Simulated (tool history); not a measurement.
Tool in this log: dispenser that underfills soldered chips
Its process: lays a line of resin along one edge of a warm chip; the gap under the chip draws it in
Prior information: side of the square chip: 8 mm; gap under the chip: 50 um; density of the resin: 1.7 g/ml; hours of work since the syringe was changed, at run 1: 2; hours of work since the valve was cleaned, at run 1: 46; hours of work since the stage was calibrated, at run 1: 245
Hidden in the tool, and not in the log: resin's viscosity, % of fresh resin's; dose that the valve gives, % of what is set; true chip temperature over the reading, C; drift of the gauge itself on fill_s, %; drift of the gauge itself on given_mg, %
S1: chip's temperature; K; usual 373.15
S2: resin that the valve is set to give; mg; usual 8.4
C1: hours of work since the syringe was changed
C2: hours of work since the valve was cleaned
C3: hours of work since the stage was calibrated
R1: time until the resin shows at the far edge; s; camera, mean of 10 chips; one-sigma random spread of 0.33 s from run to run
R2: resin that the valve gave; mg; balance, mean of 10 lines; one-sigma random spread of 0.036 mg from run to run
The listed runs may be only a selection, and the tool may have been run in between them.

{"run": 1, "hour": 0.0, "S1": 373.15, "S2": 8.4, "C1": 2, "C2": 46, "C3": 245, "R1": 13.7, "R2": 8.17}
{"run": 2, "hour": 12.2, "S1": 373.15, "S2": 8.4, "C1": 10, "C2": 53, "C3": 252, "R1": 21.6, "R2": 8.11}
{"hour": 14.0, "done": "new syringe of resin"}
{"run": 3, "hour": 24.7, "S1": 360.15, "S2": 8.4, "C1": 7, "C2": 61, "C3": 260, "R1": 27.2, "R2": 8.08}
{"hour": 30.3, "done": "new syringe of resin"}
{"run": 4, "hour": 37.9, "S1": 373.15, "S2": 8.4, "C1": 5, "C2": 69, "C3": 268, "R1": 17.1, "R2": 7.89}
{"hour": 46.7, "done": "new syringe of resin"}
{"run": 5, "hour": 49.3, "S1": 383.15, "S2": 8.4, "C1": 2, "C2": 76, "C3": 275, "R1": 10.4, "R2": 7.89}
{"hour": 56.5, "done": "dispensing valve cleaned and set on the balance"}
{"run": 6, "hour": 57.9, "S1": 383.15, "S2": 8.4, "C1": 6, "C2": 1, "C3": 280, "R1": 13.1, "R2": 8.4}
{"hour": 64.4, "done": "new syringe of resin"}
{"run": 7, "hour": 75.5, "S1": 363.15, "S2": 8.4, "C1": 7, "C2": 12, "C3": 291, "R1": 25.8, "R2": 8.29}
{"hour": 81.0, "done": "new syringe of resin"}
{"run": 8, "hour": 89.1, "S1": 361.15, "S2": 8.4, "C1": 5, "C2": 20, "C3": 299, "R1": 24.1, "R2": 8.36}
{"hour": 97.1, "done": "new syringe of resin"}
{"run": 9, "hour": 99.9, "S1": 360.15, "S2": 8.4, "C1": 2, "C2": 27, "C3": 306, "R1": 20.5, "R2": 8.18}
{"run": 10, "hour": 110.4, "S1": 373.15, "S2": 8.87, "C1": 8, "C2": 33, "C3": 313, "R1": 19.3, "R2": 8.62}
{"hour": 113.8, "done": "new syringe of resin"}
{"run": 11, "hour": 124.0, "S1": 373.15, "S2": 8.4, "C1": 6, "C2": 42, "C3": 321, "R1": 17.4, "R2": 8.2}
{"hour": 130.1, "done": "new syringe of resin"}
{"run": 12, "hour": 131.9, "S1": 386.15, "S2": 8.4, "C1": 1, "C2": 47, "C3": 326, "R1": 9.2, "R2": 8.09}
{"run": 13, "hour": 143.7, "S1": 386.15, "S2": 8.4, "C1": 9, "C2": 54, "C3": 333, "R1": 13.5, "R2": 8.09}
{"hour": 146.4, "done": "new syringe of resin"}
{"run": 14, "hour": 158.3, "S1": 386.15, "S2": 8.4, "C1": 7, "C2": 63, "C3": 342, "R1": 11.9, "R2": 7.94}
{"hour": 162.5, "done": "new syringe of resin"}
{"run": 15, "hour": 167.2, "S1": 381.15, "S2": 8.96, "C1": 3, "C2": 68, "C3": 348, "R1": 11.1, "R2": 8.46}
{"hour": 178.3, "done": "new syringe of resin"}
{"run": 16, "hour": 184.9, "S1": 366.15, "S2": 7.73, "C1": 4, "C2": 79, "C3": 359, "R1": 19.8, "R2": 7.24}
{"hour": 186.8, "done": "dispensing valve cleaned and set on the balance"}
{"hour": 196.1, "done": "new syringe of resin"}
{"run": 17, "hour": 199.3, "S1": 381.15, "S2": 10.3, "C1": 2, "C2": 8, "C3": 367, "R1": 10.7, "R2": 10.25}
{"run": 18, "hour": 207.4, "S1": 381.15, "S2": 10.3, "C1": 7, "C2": 13, "C3": 372, "R1": 13.3, "R2": 10.11}
{"hour": 212.5, "done": "new syringe of resin"}
{"run": 19, "hour": 220.0, "S1": 381.15, "S2": 10.3, "C1": 5, "C2": 21, "C3": 380, "R1": 11.5, "R2": 10.1}
{"hour": 229.2, "done": "new syringe of resin"}
{"run": 20, "hour": 236.5, "S1": 382.15, "S2": 10.44, "C1": 5, "C2": 31, "C3": 390, "R1": 12.2, "R2": 10.13}
{"hour": 245.8, "done": "new syringe of resin"}
{"run": 21, "hour": 250.2, "S1": 382.15, "S2": 10.44, "C1": 3, "C2": 39, "C3": 398, "R1": 10.7, "R2": 10.11}
{"hour": 261.9, "done": "new syringe of resin"}
{"run": 22, "hour": 265.1, "S1": 382.15, "S2": 10.44, "C1": 2, "C2": 48, "C3": 408, "R1": 10.6, "R2": 10.02}
{"hour": 277.8, "done": "new syringe of resin"}
{"run": 23, "hour": 279.9, "S1": 365.15, "S2": 10.44, "C1": 1, "C2": 58, "C3": 417, "R1": 16.1, "R2": 9.97}

Consider 5 possible next runs. They are alternatives, not a sequence: every one starts from the tool as it was left by run 23. What does each give?
{"hour": 293.9, "done": "new syringe of resin"}
{"run": "A", "hour": 293.9, "S1": 378.15, "S2": 8.39, "C1": 0, "C2": 66, "C3": 425, "R1": "?", "R2": "?"}
{"hour": 293.9, "done": "new syringe of resin"}
{"run": "B", "hour": 293.9, "S1": 372.15, "S2": 8.05, "C1": 0, "C2": 66, "C3": 425, "R1": "?", "R2": "?"}
{"hour": 293.9, "done": "new syringe of resin"}
{"run": "C", "hour": 293.9, "S1": 368.15, "S2": 8.46, "C1": 0, "C2": 66, "C3": 425, "R1": "?", "R2": "?"}
{"hour": 293.9, "done": "new syringe of resin"}
{"run": "D", "hour": 293.9, "S1": 359.15, "S2": 9.79, "C1": 0, "C2": 66, "C3": 425, "R1": "?", "R2": "?"}
{"hour": 293.9, "done": "new syringe of resin"}
{"run": "E", "hour": 293.9, "S1": 367.15, "S2": 7.35, "C1": 0, "C2": 66, "C3": 425, "R1": "?", "R2": "?"}

run=A R1=10.8 R2=7.92
run=B R1=12.3 R2=7.62
run=C R1=14 R2=8
run=D R1=17.8 R2=9.29
run=E R1=15.1 R2=6.93
Take away the tool's hidden state, keep each run's random variation, and the runs would have read:
run=A R1=11.7 R2=8.38
run=B R1=13.5 R2=8.06
run=C R1=15.4 R2=8.46
run=D R1=19.7 R2=9.82
run=E R1=16.5 R2=7.33

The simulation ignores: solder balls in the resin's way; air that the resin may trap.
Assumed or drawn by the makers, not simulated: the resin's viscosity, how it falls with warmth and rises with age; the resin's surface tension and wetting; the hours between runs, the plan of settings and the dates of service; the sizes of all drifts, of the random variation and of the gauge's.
